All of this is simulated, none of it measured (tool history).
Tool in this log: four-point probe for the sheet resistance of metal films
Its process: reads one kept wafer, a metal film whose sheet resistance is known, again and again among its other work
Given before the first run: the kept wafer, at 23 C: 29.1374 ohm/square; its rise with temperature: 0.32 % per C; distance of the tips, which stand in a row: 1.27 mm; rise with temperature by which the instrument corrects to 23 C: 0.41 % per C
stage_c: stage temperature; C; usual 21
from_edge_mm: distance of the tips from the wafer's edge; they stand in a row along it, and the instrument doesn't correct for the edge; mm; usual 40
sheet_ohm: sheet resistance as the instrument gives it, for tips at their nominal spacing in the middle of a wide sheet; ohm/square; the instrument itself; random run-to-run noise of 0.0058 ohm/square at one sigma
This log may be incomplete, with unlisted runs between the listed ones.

{"run": 1, "day": 0.0, "stage_c": 21, "from_edge_mm": 40, "sheet_ohm": 29.30156}
{"run": 2, "day": 0.338, "stage_c": 22, "from_edge_mm": 40, "sheet_ohm": 29.281361}
{"run": 3, "day": 0.992, "stage_c": 21, "from_edge_mm": 62, "sheet_ohm": 29.294753}
{"run": 4, "day": 1.754, "stage_c": 21, "from_edge_mm": 62, "sheet_ohm": 29.295418}
{"day": 1.821, "done": "stage's thermometer calibrated"}
{"run": 5, "day": 2.271, "stage_c": 21, "from_edge_mm": 62, "sheet_ohm": 29.304253}
{"run": 6, "day": 2.729, "stage_c": 21, "from_edge_mm": 62, "sheet_ohm": 29.3023}
{"day": 3.238, "done": "stage's thermometer calibrated, once more"}
{"run": 7, "day": 3.292, "stage_c": 23, "from_edge_mm": 40, "sheet_ohm": 29.280885}
{"run": 8, "day": 3.838, "stage_c": 32, "from_edge_mm": 5, "sheet_ohm": 30.034884}
{"run": 9, "day": 4.179, "stage_c": 28, "from_edge_mm": 5, "sheet_ohm": 30.131416}
{"run": 10, "day": 4.65, "stage_c": 34, "from_edge_mm": 24, "sheet_ohm": 29.061429}
{"run": 11, "day": 5.108, "stage_c": 27, "from_edge_mm": 5, "sheet_ohm": 30.167641}
{"run": 12, "day": 5.588, "stage_c": 27, "from_edge_mm": 5, "sheet_ohm": 30.160228}
{"run": 13, "day": 6.304, "stage_c": 21, "from_edge_mm": 13, "sheet_ohm": 29.478}
{"run": 14, "day": 6.971, "stage_c": 21, "from_edge_mm": 8, "sheet_ohm": 29.724454}

What if the next run were any one of these 5? Each begins from the tool's condition after run 14:
{"run": "A", "day": 7.358, "stage_c": 21, "from_edge_mm": 8, "sheet_ohm": "?"}
{"run": "B", "day": 7.358, "stage_c": 26, "from_edge_mm": 33, "sheet_ohm": "?"}
{"run": "C", "day": 7.358, "stage_c": 19, "from_edge_mm": 70, "sheet_ohm": "?"}
{"run": "D", "day": 7.358, "stage_c": 29, "from_edge_mm": 8, "sheet_ohm": "?"}
{"run": "E", "day": 7.358, "stage_c": 22, "from_edge_mm": 40, "sheet_ohm": "?"}

run=A sheet_ohm=29.720651
run=B sheet_ohm=29.224523
run=C sheet_ohm=29.383321
run=D sheet_ohm=29.527295
run=E sheet_ohm=29.319481
Had the tool no hidden state, the same runs would have come out as:
run=A sheet_ohm=29.576411
run=B sheet_ohm=29.082439
run=C sheet_ohm=29.240608
run=D sheet_ohm=29.383823
run=E sheet_ohm=29.177016
